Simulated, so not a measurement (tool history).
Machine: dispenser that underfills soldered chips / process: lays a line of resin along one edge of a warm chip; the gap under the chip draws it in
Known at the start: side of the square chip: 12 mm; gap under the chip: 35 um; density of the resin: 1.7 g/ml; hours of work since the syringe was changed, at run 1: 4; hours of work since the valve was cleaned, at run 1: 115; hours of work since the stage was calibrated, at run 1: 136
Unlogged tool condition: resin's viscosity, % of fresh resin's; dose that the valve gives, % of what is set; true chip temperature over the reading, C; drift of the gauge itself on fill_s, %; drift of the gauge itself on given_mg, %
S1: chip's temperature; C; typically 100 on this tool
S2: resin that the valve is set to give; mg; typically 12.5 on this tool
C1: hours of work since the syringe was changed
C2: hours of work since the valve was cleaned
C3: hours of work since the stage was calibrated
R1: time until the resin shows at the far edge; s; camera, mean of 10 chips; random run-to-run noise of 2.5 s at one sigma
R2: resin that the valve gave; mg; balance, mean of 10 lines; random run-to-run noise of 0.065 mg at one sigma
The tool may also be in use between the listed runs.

run	day	S1	S2	C1	C2	C3	R1	R2
1	0.000	100	12.5	4	115	136	340.0	11.27
# day 0.262: dispensing valve cleaned and set on the balance
2	0.433	100	12.5	10	3	142	499.1	12.30
# day 0.521: new syringe of resin
3	0.712	100	12.5	3	6	146	304.1	12.46
4	1.121	110	12.5	9	13	152	347.9	12.33
# day 1.271: new syringe of resin
5	1.412	87	12.5	2	17	156	454.3	12.25
6	1.729	88	12.5	7	21	160	629.9	12.37
7	1.992	100	12.5	11	25	164	547.7	12.20
# day 2.046: new syringe of resin
8	2.383	100	12.5	5	31	170	359.4	12.10
9	2.733	105	12.5	10	36	175	443.2	12.17
# day 2.804: new syringe of resin
10	3.225	105	12.5	6	43	182	343.9	12.01
# day 3.575: new syringe of resin
11	3.633	93	12.5	1	49	188	335.1	12.08
12	3.921	93	12.5	5	53	192	454.4	11.96
13	4.304	110	12.5	11	59	198	397.4	11.92
# day 4.350: new syringe of resin
14	4.792	110	12.5	6	66	205	291.0	11.85
# day 5.100: new syringe of resin
15	5.125	110	12.5	0	71	210	186.5	11.70
16	5.554	110	12.5	7	77	216	298.2	11.62
17	5.800	110	12.5	10	81	220	383.7	11.49
# day 5.842: new syringe of resin
18	6.042	110	12.5	3	84	223	230.8	11.66
19	6.421	110	12.5	9	90	229	339.9	11.60
# day 6.600: new syringe of resin
20	6.821	101	16.1	3	96	235	301.3	14.69
21	7.233	85	11.6	9	102	241	857.0	10.61
# day 7.354: new syringe of resin
22	7.725	101	12.5	5	109	248	371.9	11.35
# day 8.129: new syringe of resin
23	8.212	100	14.5	1	116	255	272.2	13.22
# day 8.446: dispensing valve cleaned and set on the balance
24	8.742	100	14.5	8	4	262	466.4	14.45
# day 8.917: new syringe of resin
25	8.958	95	12.5	1	7	265	321.8	12.42
26	9.271	101	12.2	5	12	270	363.7	12.04
# day 9.662: new syringe of resin
27	9.696	93	10.8	0	18	276	351.3	10.64
28	10.192	101	15.8	8	25	283	429.8	15.54
# day 10.438: new syringe of resin
29	10.488	101	15.8	1	30	287	251.6	15.40
30	10.925	110	10.6	7	36	294	329.4	10.34
# day 11.204: new syringe of resin
31	11.217	93	11.3	0	40	298	327.0	10.88
32	11.504	93	11.3	4	45	302	453.3	10.89
# day 11.958: new syringe of resin
33	12.008	97	14.6	1	52	310	285.8	13.96
34	12.388	112	12.5	6	57	315	276.4	12.05
# day 12.708: new syringe of resin
35	12.754	87	14.0	1	63	320	407.8	13.34

What if the next run were any one of these 3? Each begins from the tool's condition after run 35:
A	12.967	101	14.0	4	66	324	?	?
B	12.967	105	13.8	4	66	324	?	?
C	12.967	101	13.4	4	66	324	?	?

run	R1	R2
A	320.1	13.30
B	277.6	13.05
C	317.2	12.67
What these runs would have given with no unlogged condition in the tool:
run	R1	R2
A	235.8	14.06
B	204.5	13.80
C	233.3	13.39
